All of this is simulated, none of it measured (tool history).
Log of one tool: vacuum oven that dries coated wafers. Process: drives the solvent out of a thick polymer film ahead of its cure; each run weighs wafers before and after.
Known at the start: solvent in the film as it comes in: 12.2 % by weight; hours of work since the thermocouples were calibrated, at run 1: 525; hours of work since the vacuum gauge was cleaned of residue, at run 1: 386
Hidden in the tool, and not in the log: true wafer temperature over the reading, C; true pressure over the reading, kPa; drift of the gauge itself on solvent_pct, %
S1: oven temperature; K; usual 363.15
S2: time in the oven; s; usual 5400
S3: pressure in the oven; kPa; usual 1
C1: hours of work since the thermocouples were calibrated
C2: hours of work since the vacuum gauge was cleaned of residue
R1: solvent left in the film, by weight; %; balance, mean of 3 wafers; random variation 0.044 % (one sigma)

| run | hour | S1 | S2 | S3 | C1 | C2 | R1 |
|---|---|---|---|---|---|---|---|
| 1 | 0 | 363.15 | 5400 | 1 | 525 | 386 | 1.04 |
| 2 | 10.5 | 361.15 | 5400 | 1 | 533 | 395 | 1.29 |
| 3 | 16.5 | 361.15 | 5400 | 1 | 538 | 399 | 1.24 |
| 4 | 22 | 363.15 | 5400 | 1 | 542 | 403 | 0.95 |
| 5 | 33.1 | 363.15 | 8220 | 1 | 550 | 412 | 0.73 |
| 6 | 40.3 | 363.15 | 8220 | 1 | 556 | 417 | 0.74 |
| 7 | 50.3 | 363.15 | 8220 | 1 | 564 | 425 | 0.75 |
| 8 | 57.3 | 363.15 | 3660 | 1 | 569 | 430 | 1.65 |
| 9 | 66.4 | 363.15 | 3660 | 1 | 576 | 437 | 1.68 |
| 10 | 73.6 | 363.15 | 3660 | 1 | 581 | 443 | 1.72 |
| 11 | 80.3 | 363.15 | 3660 | 1 | 586 | 448 | 1.72 |
| 12 | 93 | 363.15 | 3660 | 1 | 596 | 458 | 1.63 |
| 13 | 102.2 | 363.15 | 3660 | 1 | 603 | 465 | 1.63 |
| 14 | 112.5 | 363.15 | 3660 | 1 | 611 | 472 | 1.59 |
| 15 | 120.8 | 351.15 | 3660 | 1 | 617 | 479 | 4.48 |
| 16 | 132.5 | 363.15 | 5400 | 0.94 | 626 | 488 | 1.07 |
| 17 | 140 | 363.15 | 5400 | 0.94 | 632 | 494 | 1.02 |
| 18 | 149.2 | 363.15 | 5400 | 0.94 | 639 | 501 | 0.94 |
| 19 | 158.5 | 363.15 | 5400 | 2.79 | 646 | 508 | 2.21 |
| 20 | 166.5 | 363.15 | 5400 | 2.79 | 652 | 514 | 2.2 |
| 21 | 178.8 | 363.15 | 5400 | 1.57 | 662 | 523 | 1.39 |
| 22 | 188.5 | 363.15 | 5400 | 1.57 | 669 | 531 | 1.44 |
| 23 | 197.9 | 363.15 | 4740 | 0.87 | 676 | 538 | 1.14 |
| 24 | 204.9 | 363.15 | 4740 | 0.87 | 682 | 543 | 1.13 |
| 25 | 217.3 | 363.15 | 5640 | 1.81 | 691 | 553 | 1.46 |
| 26 | 225.3 | 363.15 | 5640 | 1.81 | 697 | 559 | 1.49 |
| 27 | 232.4 | 355.15 | 3240 | 1 | 703 | 564 | 3.89 |
| 28 | 241.5 | 349.15 | 3240 | 0.53 | 710 | 571 | 5.23 |
| 29 | 251.3 | 349.15 | 3240 | 0.53 | 717 | 579 | 5.12 |
| 30 | 261.9 | 363.15 | 3480 | 1.86 | 725 | 587 | 2.22 |
| 31 | 275.2 | 363.15 | 8040 | 0.91 | 735 | 597 | 0.75 |
| 32 | 287.7 | 357.15 | 4020 | 1.62 | 745 | 606 | 3.12 |
| 33 | 300.8 | 368.15 | 3420 | 1.27 | 755 | 616 | 1.21 |
| 34 | 306.4 | 368.15 | 3420 | 1.27 | 759 | 621 | 1.24 |
| 35 | 317.6 | 368.15 | 6480 | 1.81 | 768 | 629 | 1.07 |
| 36 | 327.5 | 368.15 | 6480 | 1.81 | 775 | 637 | 1.07 |
|  | 332.3 | oven's thermocouples calibrated |
| 37 | 336.4 | 365.15 | 7500 | 0.68 | 3 | 642 | 0.54 |
| 38 | 346.9 | 365.15 | 7500 | 0.68 | 11 | 650 | 0.58 |
| 39 | 359.5 | 360.15 | 4140 | 0.5 | 21 | 660 | 1.7 |
| 40 | 367.8 | 363.15 | 5400 | 1.5 | 27 | 666 | 1.41 |
| 41 | 379 | 363.15 | 2760 | 1.21 | 36 | 675 | 2.59 |
| 42 | 384.8 | 348.15 | 2760 | 3.38 | 40 | 679 | 7.93 |
| 43 | 393.1 | 348.15 | 2760 | 0.77 | 46 | 685 | 6.35 |
| 44 | 401.5 | 350.15 | 6840 | 1 | 53 | 692 | 3.09 |

5 ways to go on from here, each from the tool as it stands after run 44. What would each give?
| A | 411.1 | 350.15 | 6840 | 1.05 | 60 | 699 | ? |
| B | 411.1 | 369.15 | 5400 | 1.6 | 60 | 699 | ? |
| C | 411.1 | 363.15 | 4920 | 1 | 60 | 699 | ? |
| D | 411.1 | 371.15 | 6840 | 1 | 60 | 699 | ? |
| E | 411.1 | 363.15 | 3180 | 1 | 60 | 699 | ? |

| run | R1 |
|---|---|
| A | 3.15 |
| B | 1.09 |
| C | 1.29 |
| D | 0.63 |
| E | 2.14 |
Without the tool's hidden state the same runs would have given:
| run | R1 |
|---|---|
| A | 2.94 |
| B | 0.97 |
| C | 1.15 |
| D | 0.52 |
| E | 2 |
